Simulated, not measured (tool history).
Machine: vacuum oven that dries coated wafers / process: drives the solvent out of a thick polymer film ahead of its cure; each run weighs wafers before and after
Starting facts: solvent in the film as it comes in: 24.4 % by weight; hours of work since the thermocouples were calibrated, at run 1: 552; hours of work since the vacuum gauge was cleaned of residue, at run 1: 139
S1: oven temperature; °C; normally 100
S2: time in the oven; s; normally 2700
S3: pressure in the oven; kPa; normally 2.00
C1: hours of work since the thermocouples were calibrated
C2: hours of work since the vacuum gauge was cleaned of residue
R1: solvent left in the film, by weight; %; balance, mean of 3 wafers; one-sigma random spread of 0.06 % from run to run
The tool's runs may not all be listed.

| run | day | S1 | S2 | S3 | C1 | C2 | R1 |
|---|---|---|---|---|---|---|---|
| 1 | 0.000 | 100 | 2700 | 2.00 | 552 | 139 | 3.63 |
| 2 | 0.562 | 100 | 2760 | 2.00 | 560 | 148 | 3.56 |
| 3 | 1.217 | 100 | 2460 | 2.00 | 570 | 158 | 4.15 |
| 4 | 1.933 | 100 | 2460 | 2.00 | 581 | 169 | 4.23 |
| 5 | 2.258 | 100 | 2460 | 2.00 | 586 | 174 | 4.28 |
| 6 | 2.612 | 100 | 2460 | 2.00 | 592 | 179 | 4.27 |
| 7 | 3.188 | 100 | 2460 | 2.00 | 601 | 188 | 4.26 |
| 8 | 3.675 | 114 | 1920 | 3.43 | 608 | 196 | 1.66 |
| 9 | 4.358 | 109 | 3900 | 6.77 | 619 | 206 | 2.10 |
| 10 | 4.896 | 93 | 2940 | 2.00 | 627 | 215 | 6.14 |
| 11 | 5.288 | 93 | 2940 | 2.00 | 633 | 221 | 6.06 |
| 12 | 5.954 | 100 | 2700 | 5.33 | 643 | 231 | 4.98 |

Consider 4 possible next runs. They are alternatives, not a sequence: every one starts from the tool as it was left by run 12. What does each give?
| A | 6.471 | 90 | 2700 | 2.00 | 651 | 239 | ? |
| B | 6.471 | 100 | 2940 | 5.33 | 651 | 239 | ? |
| C | 6.471 | 109 | 2160 | 1.07 | 651 | 239 | ? |
| D | 6.471 | 100 | 2700 | 3.86 | 651 | 239 | ? |

| run | R1 |
|---|---|
| A | 8.25 |
| B | 4.51 |
| C | 1.75 |
| D | 4.28 |
Without the tool's unlogged condition, the same runs would have read:
| run | R1 |
|---|---|
| A | 7.58 |
| B | 4.01 |
| C | 1.45 |
| D | 3.78 |
